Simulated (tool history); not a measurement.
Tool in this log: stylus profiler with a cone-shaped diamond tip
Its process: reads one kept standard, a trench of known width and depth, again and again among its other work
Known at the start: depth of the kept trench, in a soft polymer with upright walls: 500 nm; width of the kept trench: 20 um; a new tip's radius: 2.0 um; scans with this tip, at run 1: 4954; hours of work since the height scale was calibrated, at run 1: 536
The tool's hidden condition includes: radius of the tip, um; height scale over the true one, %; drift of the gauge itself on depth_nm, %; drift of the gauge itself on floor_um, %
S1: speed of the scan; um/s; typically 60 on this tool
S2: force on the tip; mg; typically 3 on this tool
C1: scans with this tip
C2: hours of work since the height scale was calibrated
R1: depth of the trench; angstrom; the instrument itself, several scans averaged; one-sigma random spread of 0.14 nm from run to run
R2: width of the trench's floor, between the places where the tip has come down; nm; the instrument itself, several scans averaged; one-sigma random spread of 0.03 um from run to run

run,day,S1,S2,C1,C2,R1,R2
1,0,60,3,4954,536,5072.6,16410
2,1.767,60,3,5149,557,5076.5,16330
3,2.988,60,1.71,5284,571,5052.2,16260
4,4.671,60,1.71,5471,592,5052.3,16230
5,5.871,60,1.71,5603,606,5051.2,16250
6,6.65,60,1.71,5690,615,5052.5,16240
7,7.421,60,3,5775,624,5076.3,16300
8,8.55,60,3,5900,638,5072.8,16260
9,10.029,60,3,6064,656,5076.2,16260
10,11.6,60,3,6238,674,5076.9,16280
11,12.504,60,3,6338,685,5076.5,16210
12,13.638,60,7.82,6463,699,5136.2,16370
13,14.454,60,7.82,6554,709,5135.8,16320
14,15.492,60,3,6669,721,5076.9,16220
15,16.704,60,3,6803,736,5075.4,16170
16,17.471,60,3,6888,745,5076.5,16200
17,18.746,60,4.05,7029,760,5090.5,16190
18,20.1,60,1.18,7179,776,5044.3,15940
19,21.317,60,1.18,7313,791,5045.7,15920
20,22.496,60,1.18,7444,805,5047.7,15940
21,23.821,60,1.18,7591,821,5046.5,15900
22,24.65,60,3,7683,831,5077.7,16140
23,25.996,60,3,7831,847,5075.4,16090
24,27.462,37,8.25,7994,864,5142,16220
25,29.008,63,4.1,8165,883,5092.8,16080
26,29.817,63,4.1,8254,893,5095.1,16060
27,31.05,19,1.72,8391,907,5056.2,16130
28,31.929,145,5.31,8488,918,5108.9,15710
29,33.346,145,5.31,8645,935,5109.1,15730
30,35.021,32,3,8831,955,5077,16080
31,36.45,45,3.54,8989,972,5089.1,16020
32,37.858,19,3.46,9145,989,5085.9,16120
33,39.325,20,2.02,9307,1006,5066.6,16080
34,40.788,46,1.37,9469,1024,5053,15830
35,42.3,23,2.06,9637,1042,5066.8,16050
36,43.3,69,5.5,9747,1054,5113.1,15910
37,44.883,69,5.5,9922,1073,5115.6,15870
38,46.383,69,5.5,10089,1091,5116,15840
39,47.142,32,1.02,10172,1100,5046.1,15810
40,48.712,143,1.98,10346,1119,5065.4,15260
# day 50.138: new tip fitted, height scale calibrated
41,50.271,143,1.98,14,2,5050.3,16470
42,52.025,80,3.62,209,23,5073,16970
43,53.512,80,3.62,373,40,5074.2,16940
44,54.721,80,3.62,507,55,5074.9,16930
45,55.788,108,3.62,625,68,5074.5,16790
46,56.65,108,3.62,721,78,5074.5,16740

Branching from run 46: 5 alternative next runs. What would each branch give?
A,57.821,48,2.3,851,92,?,?
B,57.821,70,2.56,851,92,?,?
C,57.821,42,1.95,851,92,?,?
D,57.821,61,5.49,851,92,?,?
E,57.821,108,1.14,851,92,?,?

run,R1,R2
A,5055.9,16970
B,5059.9,16870
C,5051,16980
D,5098.8,17030
E,5035.5,16360
Had the tool no hidden state, the same runs would have come out as:
run,R1,R2
A,5055.4,17090
B,5059.5,16990
C,5050.6,17100
D,5098.3,17150
E,5035.1,16480
